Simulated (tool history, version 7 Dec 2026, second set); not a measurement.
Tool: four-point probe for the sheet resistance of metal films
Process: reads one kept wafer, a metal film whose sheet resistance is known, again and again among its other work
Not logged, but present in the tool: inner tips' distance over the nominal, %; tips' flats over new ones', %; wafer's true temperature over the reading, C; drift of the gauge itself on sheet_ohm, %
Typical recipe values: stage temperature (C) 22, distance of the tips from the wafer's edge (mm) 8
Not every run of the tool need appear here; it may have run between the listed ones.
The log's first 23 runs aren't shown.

| run | hour | stage temperature (C) | distance of the tips from the wafer's edge (mm) | touches since the probe head was changed | hours of work since the stage's thermometer was calibrated | sheet resistance as the instrument gives it (ohm/square) |
|---|---|---|---|---|---|---|
| 24 | 789.3 | 25 | 17 | 106538 | 1176 | 6.828669 |
| 25 | 828.4 | 25 | 17 | 108246 | 1205 | 6.826999 |
| 26 | 863.1 | 30 | 9 | 109764 | 1231 | 6.824256 |
| 27 | 886.5 | 30 | 9 | 110786 | 1249 | 6.82395 |
| 28 | 910.2 | 18 | 17 | 111823 | 1266 | 6.83498 |
| 29 | 934.2 | 32 | 72 | 112871 | 1284 | 6.808994 |
| 30 | 971 | 32 | 72 | 114479 | 1312 | 6.809143 |
| 31 | 1013.9 | 32 | 72 | 116353 | 1344 | 6.807391 |
| 32 | 1055.2 | 29 | 4 | 118158 | 1375 | 6.866691 |
| 33 | 1090.7 | 29 | 4 | 119711 | 1402 | 6.864924 |
| 34 | 1117.6 | 29 | 4 | 120886 | 1422 | 6.863841 |
| 35 | 1162.6 | 29 | 4 | 122850 | 1456 | 6.86541 |
| 36 | 1203.3 | 28 | 16 | 124629 | 1486 | 6.810307 |
|  | 1209.9 | stage's thermometer calibrated |
| 37 | 1249.3 | 28 | 16 | 126620 | 30 | 6.818208 |
| 38 | 1283.1 | 22 | 53 | 128094 | 55 | 6.823648 |
| 39 | 1330.9 | 29 | 11 | 130184 | 91 | 6.816756 |
| 40 | 1366.9 | 34 | 8 | 131759 | 118 | 6.81896 |
| 41 | 1392.1 | 31 | 3 | 132856 | 137 | 6.904411 |
| 42 | 1432.5 | 20 | 3 | 134623 | 167 | 6.921937 |
| 43 | 1460 | 20 | 3 | 135825 | 188 | 6.921693 |
| 44 | 1480.5 | 20 | 3 | 136722 | 203 | 6.920802 |
| 45 | 1512.6 | 31 | 3 | 138124 | 227 | 6.902309 |

Predict each of these 3 candidate next runs independently; none follows another, all start after run 45:
|  | 1525.2 | new probe head fitted |
| A | 1535.6 | 25 | 11 | 458 | 244 | ? |
|  | 1525.2 | new probe head fitted |
| B | 1535.6 | 19 | 6 | 458 | 244 | ? |
|  | 1525.2 | new probe head fitted |
| C | 1535.6 | 32 | 13 | 458 | 244 | ? |

| run | sheet resistance as the instrument gives it (ohm/square) |
|---|---|
| A | 6.912873 |
| B | 6.938512 |
| C | 6.900453 |
Without the tool's unlogged condition, the same runs would have read:
| run | sheet resistance as the instrument gives it (ohm/square) |
|---|---|
| A | 6.875308 |
| B | 6.900859 |
| C | 6.862907 |
